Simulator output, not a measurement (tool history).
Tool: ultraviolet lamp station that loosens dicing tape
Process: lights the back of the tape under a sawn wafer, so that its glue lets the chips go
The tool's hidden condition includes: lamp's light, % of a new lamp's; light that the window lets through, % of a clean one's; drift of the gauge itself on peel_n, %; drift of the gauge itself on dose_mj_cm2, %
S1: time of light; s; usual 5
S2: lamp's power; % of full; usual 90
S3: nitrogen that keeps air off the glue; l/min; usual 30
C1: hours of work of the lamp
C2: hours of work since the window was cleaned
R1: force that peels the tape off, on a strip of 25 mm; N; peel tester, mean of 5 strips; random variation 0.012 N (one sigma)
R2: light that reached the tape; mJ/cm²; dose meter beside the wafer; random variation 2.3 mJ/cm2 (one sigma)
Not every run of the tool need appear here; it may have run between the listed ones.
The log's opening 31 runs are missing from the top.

run,hour,S1,S2,S3,C1,C2,R1,R2
32,1808.7,3,93,44,832,170,2.152,106
33,1888.6,6,76,12,872,210,1.938,167
34,1922.7,9,66,46,890,227,0.464,217
35,1974.8,10,66,46,916,253,0.364,240
# hour 2022.3: lamp changed
36,2034.0,6,68,13,6,283,1.427,192
37,2100.4,8,72,30,39,316,0.367,272
38,2155.5,8,86,17,67,344,0.386,323
39,2209.5,6,90,28,94,371,0.489,247
40,2279.1,6,90,28,129,406,0.497,250
41,2336.8,5,71,30,158,435,1.280,161
42,2385.2,5,71,30,183,460,1.332,153
43,2423.0,10,80,54,202,479,0.189,344

Predict each of these 4 candidate next runs independently; none follows another, all start after run 43:
A,2489.8,7,80,31,236,512,?,?
B,2489.8,7,62,30,236,512,?,?
C,2489.8,6,90,21,236,512,?,?
D,2489.8,10,80,9,236,512,?,?

run,R1,R2
A,0.479,240
B,0.895,185
C,0.673,228
D,0.548,342
Without the tool's unlogged condition, the same runs would have read:
run,R1,R2
A,0.306,291
B,0.570,225
C,0.418,277
D,0.342,415
